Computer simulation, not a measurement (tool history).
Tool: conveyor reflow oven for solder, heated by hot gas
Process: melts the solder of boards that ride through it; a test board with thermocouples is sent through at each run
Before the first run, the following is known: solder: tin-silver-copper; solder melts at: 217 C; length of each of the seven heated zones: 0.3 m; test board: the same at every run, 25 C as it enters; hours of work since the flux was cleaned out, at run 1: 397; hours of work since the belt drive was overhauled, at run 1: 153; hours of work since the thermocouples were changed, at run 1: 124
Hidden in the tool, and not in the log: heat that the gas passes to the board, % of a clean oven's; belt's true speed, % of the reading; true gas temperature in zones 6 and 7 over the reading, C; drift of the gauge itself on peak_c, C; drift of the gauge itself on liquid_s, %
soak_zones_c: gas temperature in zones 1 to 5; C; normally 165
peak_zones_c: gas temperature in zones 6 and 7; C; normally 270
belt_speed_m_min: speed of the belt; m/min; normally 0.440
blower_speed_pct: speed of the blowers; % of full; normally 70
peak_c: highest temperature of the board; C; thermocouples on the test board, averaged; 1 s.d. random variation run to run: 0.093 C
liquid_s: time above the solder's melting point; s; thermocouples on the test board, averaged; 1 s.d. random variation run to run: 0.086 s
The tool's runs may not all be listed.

| run | hour | soak_zones_c | peak_zones_c | belt_speed_m_min | blower_speed_pct | hours of work since the flux was cleaned out | hours of work since the belt drive was overhauled | hours of work since the thermocouples were changed | peak_c | liquid_s |
|---|---|---|---|---|---|---|---|---|---|---|
| 1 | 0.0 | 165 | 270 | 0.440 | 70 | 397 | 153 | 124 | 253.54 | 58.98 |
| 2 | 19.0 | 165 | 270 | 0.440 | 70 | 411 | 167 | 138 | 253.43 | 59.13 |
| 3 | 33.8 | 165 | 270 | 0.380 | 70 | 422 | 178 | 149 | 257.90 | 73.26 |
|  | 50.5 | flux residue cleaned out of gas plates and filters |
| 4 | 60.5 | 165 | 270 | 0.380 | 70 | 7 | 195 | 165 | 258.03 | 73.30 |
| 5 | 73.0 | 165 | 270 | 0.380 | 70 | 17 | 204 | 174 | 258.05 | 73.43 |
| 6 | 91.5 | 165 | 270 | 0.380 | 70 | 30 | 218 | 188 | 257.95 | 73.32 |
| 7 | 103.3 | 165 | 270 | 0.380 | 70 | 39 | 226 | 197 | 257.87 | 73.39 |
| 8 | 123.3 | 165 | 270 | 0.461 | 70 | 54 | 241 | 212 | 252.03 | 54.89 |
| 9 | 132.7 | 165 | 270 | 0.440 | 70 | 61 | 248 | 219 | 253.59 | 59.14 |
| 10 | 141.5 | 165 | 270 | 0.440 | 65 | 68 | 255 | 225 | 251.98 | 57.58 |
| 11 | 157.9 | 165 | 270 | 0.440 | 65 | 80 | 267 | 237 | 252.00 | 57.51 |
| 12 | 172.4 | 163 | 270 | 0.440 | 65 | 90 | 278 | 248 | 251.76 | 56.62 |
| 13 | 192.4 | 165 | 270 | 0.440 | 70 | 105 | 292 | 263 | 253.76 | 59.18 |
| 14 | 209.9 | 165 | 270 | 0.440 | 70 | 118 | 305 | 276 | 253.67 | 59.21 |
| 15 | 219.5 | 165 | 270 | 0.440 | 70 | 125 | 313 | 283 | 253.78 | 59.22 |
| 16 | 232.0 | 165 | 270 | 0.440 | 70 | 135 | 322 | 292 | 253.67 | 59.20 |
| 17 | 249.7 | 163 | 264 | 0.484 | 59 | 148 | 335 | 306 | 240.81 | 40.52 |
| 18 | 261.5 | 173 | 270 | 0.440 | 54 | 157 | 344 | 314 | 249.18 | 57.03 |
| 19 | 272.0 | 161 | 270 | 0.476 | 70 | 164 | 351 | 322 | 249.99 | 50.28 |
| 20 | 287.5 | 170 | 279 | 0.476 | 70 | 176 | 363 | 334 | 259.36 | 59.32 |
| 21 | 299.5 | 170 | 262 | 0.476 | 70 | 185 | 372 | 343 | 245.17 | 49.26 |
| 22 | 316.1 | 165 | 270 | 0.493 | 83 | 197 | 384 | 355 | 253.60 | 52.76 |
| 23 | 337.2 | 151 | 270 | 0.493 | 83 | 213 | 400 | 371 | 251.39 | 47.34 |
| 24 | 350.5 | 165 | 270 | 0.498 | 68 | 223 | 410 | 380 | 248.57 | 47.42 |
| 25 | 371.4 | 165 | 270 | 0.440 | 65 | 238 | 425 | 396 | 251.95 | 57.43 |
| 26 | 385.8 | 165 | 270 | 0.440 | 65 | 249 | 436 | 407 | 252.00 | 57.54 |
| 27 | 394.9 | 165 | 270 | 0.440 | 65 | 256 | 443 | 413 | 251.92 | 57.50 |
| 28 | 407.8 | 165 | 261 | 0.440 | 70 | 265 | 452 | 423 | 245.74 | 52.93 |
| 29 | 419.0 | 165 | 264 | 0.440 | 77 | 274 | 461 | 431 | 250.26 | 57.34 |
| 30 | 438.6 | 167 | 262 | 0.440 | 77 | 288 | 475 | 446 | 248.85 | 56.95 |
| 31 | 457.4 | 176 | 270 | 0.440 | 70 | 302 | 489 | 460 | 255.34 | 64.29 |
| 32 | 474.9 | 176 | 270 | 0.440 | 70 | 315 | 502 | 473 | 255.39 | 64.36 |

Hidden state at the last listed run before each entry between runs and at the first one after, where it differs:
In the gap between runs 3 and 4: flux residue cleaned out of gas plates and filters (hour 50.5)
  heat that the gas passes to the board, % of a clean oven's: 99.7 -> 100
